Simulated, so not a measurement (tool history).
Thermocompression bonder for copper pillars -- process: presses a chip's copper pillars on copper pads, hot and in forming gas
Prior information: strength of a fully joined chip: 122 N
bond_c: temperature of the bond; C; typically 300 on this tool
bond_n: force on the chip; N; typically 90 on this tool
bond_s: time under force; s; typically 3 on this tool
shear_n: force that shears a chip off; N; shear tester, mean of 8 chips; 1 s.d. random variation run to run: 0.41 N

{"run": 1, "hour": 0.0, "bond_c": 300, "bond_n": 90, "bond_s": 3, "shear_n": 50.5}
{"run": 2, "hour": 9.5, "bond_c": 300, "bond_n": 90, "bond_s": 2, "shear_n": 43.0}
{"run": 3, "hour": 16.8, "bond_c": 300, "bond_n": 90, "bond_s": 2, "shear_n": 42.9}
{"run": 4, "hour": 29.8, "bond_c": 300, "bond_n": 90, "bond_s": 5, "shear_n": 60.6}
{"run": 5, "hour": 39.8, "bond_c": 300, "bond_n": 90, "bond_s": 5, "shear_n": 60.8}
{"run": 6, "hour": 53.3, "bond_c": 301, "bond_n": 90, "bond_s": 3, "shear_n": 50.8}
{"run": 7, "hour": 62.5, "bond_c": 301, "bond_n": 90, "bond_s": 3, "shear_n": 50.7}
{"run": 8, "hour": 70.2, "bond_c": 300, "bond_n": 90, "bond_s": 2, "shear_n": 42.7}
{"run": 9, "hour": 76.8, "bond_c": 316, "bond_n": 90, "bond_s": 2, "shear_n": 49.9}
{"run": 10, "hour": 84.2, "bond_c": 316, "bond_n": 90, "bond_s": 2, "shear_n": 49.5}
{"run": 11, "hour": 93.0, "bond_c": 300, "bond_n": 126, "bond_s": 2, "shear_n": 53.4}
{"run": 12, "hour": 100.0, "bond_c": 293, "bond_n": 90, "bond_s": 8, "shear_n": 67.3}
{"run": 13, "hour": 111.3, "bond_c": 323, "bond_n": 90, "bond_s": 8, "shear_n": 81.3}
{"run": 14, "hour": 119.0, "bond_c": 300, "bond_n": 90, "bond_s": 2, "shear_n": 42.1}
{"run": 15, "hour": 128.0, "bond_c": 300, "bond_n": 90, "bond_s": 2, "shear_n": 42.7}
{"run": 16, "hour": 140.4, "bond_c": 280, "bond_n": 90, "bond_s": 5, "shear_n": 50.8}
{"run": 17, "hour": 149.1, "bond_c": 280, "bond_n": 90, "bond_s": 5, "shear_n": 51.0}
{"run": 18, "hour": 162.3, "bond_c": 280, "bond_n": 96, "bond_s": 5, "shear_n": 52.2}
{"run": 19, "hour": 174.4, "bond_c": 273, "bond_n": 88, "bond_s": 4, "shear_n": 42.1}

Some steps in shear_n between neighbouring runs. How much of each would the tool show without its hidden state too (settings, what came in, random variation), and how much is left for the hidden state, with any gauge scatter that isn't in both results?
Hidden state present: true temperature of the bond over the reading, C; force that reaches the chip, % of what is set; oxide that the forming gas leaves, % of the face; drift of the gauge itself on shear_n, %.
Run 2 -> 3: no setting touched and nothing written in the log between the runs. shear_n -0.1 N: hidden state -0.1, all else +0.0.
Run 13 -> 14: bond_c 323 -> 300, bond_s 8 -> 2. shear_n -39.2 N: hidden state +0.1, all else -39.3.

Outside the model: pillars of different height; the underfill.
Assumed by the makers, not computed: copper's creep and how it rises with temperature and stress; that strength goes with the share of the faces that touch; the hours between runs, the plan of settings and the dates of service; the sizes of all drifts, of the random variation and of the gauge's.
